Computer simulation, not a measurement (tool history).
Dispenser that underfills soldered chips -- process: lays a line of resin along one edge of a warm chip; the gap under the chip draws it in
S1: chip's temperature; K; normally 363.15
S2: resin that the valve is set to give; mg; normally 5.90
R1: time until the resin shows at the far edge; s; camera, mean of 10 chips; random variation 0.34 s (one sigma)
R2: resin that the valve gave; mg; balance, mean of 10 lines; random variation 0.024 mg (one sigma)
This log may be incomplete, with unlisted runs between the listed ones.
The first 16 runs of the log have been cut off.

run,day,S1,S2,R1,R2
# day 6.604: dispensing valve cleaned and set on the balance
# day 6.746: new syringe of resin
17,6.854,363.15,5.90,18.8,5.89
# day 7.112: new syringe of resin
# day 7.454: new syringe of resin
18,7.454,363.15,5.65,17.2,5.61
# day 7.800: new syringe of resin
19,7.988,349.15,5.56,30.6,5.48
# day 8.150: new syringe of resin
20,8.388,349.15,5.56,32.9,5.42
# day 8.512: new syringe of resin
21,8.638,349.15,5.56,29.3,5.42
# day 8.871: new syringe of resin
22,9.167,370.15,5.12,17.5,4.93
# day 9.229: new syringe of resin
# day 9.579: new syringe of resin
23,9.579,370.15,5.12,14.6,4.89
# day 9.954: new syringe of resin
24,10.108,370.15,6.99,14.9,6.68
# day 10.317: new syringe of resin
25,10.529,370.15,7.08,15.2,6.73
# day 10.608: dispensing valve cleaned and set on the balance
# day 10.746: new syringe of resin
# day 11.092: new syringe of resin
26,11.133,364.15,5.52,17.2,5.49
# day 11.471: new syringe of resin
27,11.604,363.15,5.06,19.7,4.99
# day 11.829: new syringe of resin
28,11.967,370.15,6.76,14.7,6.62
# day 12.204: new syringe of resin
# day 12.558: new syringe of resin
29,12.571,364.15,6.96,15.5,6.76
# day 12.904: new syringe of resin
30,12.988,358.15,5.58,21.5,5.42
# day 13.267: new syringe of resin
31,13.375,349.15,6.87,27.8,6.55
# day 13.608: new syringe of resin
32,13.808,369.15,7.25,15.6,6.98
# day 13.975: new syringe of resin
# day 14.325: new syringe of resin
33,14.362,377.15,7.06,11.2,6.64
# day 14.621: dispensing valve cleaned and set on the balance
34,14.646,356.15,5.01,26.0,4.99
# day 14.750: new syringe of resin
35,15.042,364.15,6.42,19.3,6.35

What if the next run were any one of these 3? Each begins from the tool's condition after run 35:
# day 15.108: new syringe of resin
# day 15.462: new syringe of resin
A,15.517,364.15,5.11,?,?
# day 15.108: new syringe of resin
# day 15.462: new syringe of resin
B,15.517,377.15,5.12,?,?
# day 15.108: new syringe of resin
# day 15.462: new syringe of resin
C,15.517,364.15,6.22,?,?

run,R1,R2
A,17.3,5.07
B,12.3,5.08
C,16.5,6.16
With no hidden state in the tool, these same runs would have given:
run,R1,R2
A,16.8,5.13
B,11.9,5.14
C,16.0,6.23

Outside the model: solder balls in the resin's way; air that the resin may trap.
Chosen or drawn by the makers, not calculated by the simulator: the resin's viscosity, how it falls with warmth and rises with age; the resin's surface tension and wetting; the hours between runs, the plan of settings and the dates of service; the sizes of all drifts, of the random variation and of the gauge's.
